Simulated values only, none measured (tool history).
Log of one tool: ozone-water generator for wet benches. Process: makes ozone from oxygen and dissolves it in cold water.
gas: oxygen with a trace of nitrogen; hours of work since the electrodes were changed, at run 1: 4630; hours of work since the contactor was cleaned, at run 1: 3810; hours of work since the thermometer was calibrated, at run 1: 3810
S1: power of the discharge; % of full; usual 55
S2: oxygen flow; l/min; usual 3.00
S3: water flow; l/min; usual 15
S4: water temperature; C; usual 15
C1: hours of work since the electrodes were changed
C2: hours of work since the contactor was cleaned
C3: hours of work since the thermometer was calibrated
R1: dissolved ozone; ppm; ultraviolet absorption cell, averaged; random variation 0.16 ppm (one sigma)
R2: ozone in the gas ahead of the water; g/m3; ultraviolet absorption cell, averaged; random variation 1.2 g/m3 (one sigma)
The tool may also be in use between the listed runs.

run	day	S1	S2	S3	S4	C1	C2	C3	R1	R2
1	0.000	55	3.00	15	15	4630	3810	3810	19.5	197.7
2	4.479	55	3.00	15	15	4722	3902	3902	19.3	197.7
3	9.767	55	4.40	15	15	4831	4011	4011	21.3	172.5
4	14.179	55	4.40	15	15	4922	4101	4101	21.2	172.9
5	18.333	55	4.40	15	15	5007	4187	4187	21.2	171.3
6	23.546	55	3.01	15	15	5114	4294	4294	19.8	195.3
7	27.404	55	3.01	15	21	5193	4373	4373	18.1	197.3
8	34.825	55	3.01	15	21	5346	4526	4526	17.9	195.5
9	40.421	55	3.01	15	21	5461	4641	4641	18.0	195.0
10	47.421	55	3.00	15	15	5605	4784	4784	19.4	195.9
# day 51.383: water thermometer calibrated
11	54.312	55	3.00	15	15	5746	4926	60	19.2	195.8
# day 55.692: contactor cleaned
12	59.171	55	3.00	15	15	5842	71	157	19.9	196.0
13	66.596	55	3.00	15	15	5995	224	309	19.5	193.3
14	71.492	55	3.00	15	15	6095	325	410	19.4	192.4
15	79.096	55	2.74	20	15	6252	481	566	14.4	199.7
16	88.092	55	5.04	15	15	6436	666	751	21.5	160.1
17	94.942	55	5.04	15	15	6577	806	891	21.4	159.9
18	99.962	66	3.59	9	15	6680	910	995	32.6	199.3
19	106.812	66	5.38	9	15	6821	1050	1135	33.0	170.8
20	113.904	49	2.60	15	15	6967	1196	1281	17.2	190.8
21	122.658	49	2.60	15	15	7146	1376	1461	17.3	189.8
22	130.638	49	3.79	15	15	7310	1540	1625	19.0	162.7
23	135.438	51	3.84	18	9	7409	1638	1723	17.6	168.9
24	139.183	51	3.84	20	9	7486	1715	1800	15.9	166.6
25	146.875	51	3.84	20	9	7644	1873	1958	16.1	167.1
26	154.258	88	3.00	15	9	7796	2025	2110	26.1	245.3
27	163.133	88	3.00	15	9	7978	2207	2292	25.8	244.0

The same runs without the tool's hidden state, with the same run-to-run variation:
The hidden state here: yield of the discharge, % of new electrodes'; contactor's efficiency, % of a clean one's; true water temperature over the reading, C; drift of the gauge itself on ozone_ppm, %; drift of the gauge itself on gas_g_m3, %.
run	R1	R2
1	20.9	209.0
2	20.7	209.3
3	22.9	182.9
4	22.9	183.5
5	22.9	182.0
6	21.4	207.8
7	19.6	210.1
8	19.5	208.5
9	19.6	208.3
10	21.2	209.7
11	21.0	209.9
12	21.4	210.3
13	21.0	208.0
14	21.0	207.3
15	15.6	215.5
16	23.4	173.2
17	23.3	173.3
18	35.9	218.6
19	36.4	187.8
20	18.8	206.6
21	18.9	205.9
22	20.9	176.9
23	19.4	184.3
24	17.5	182.1
25	17.8	182.9
26	29.9	278.6
27	29.7	278.2

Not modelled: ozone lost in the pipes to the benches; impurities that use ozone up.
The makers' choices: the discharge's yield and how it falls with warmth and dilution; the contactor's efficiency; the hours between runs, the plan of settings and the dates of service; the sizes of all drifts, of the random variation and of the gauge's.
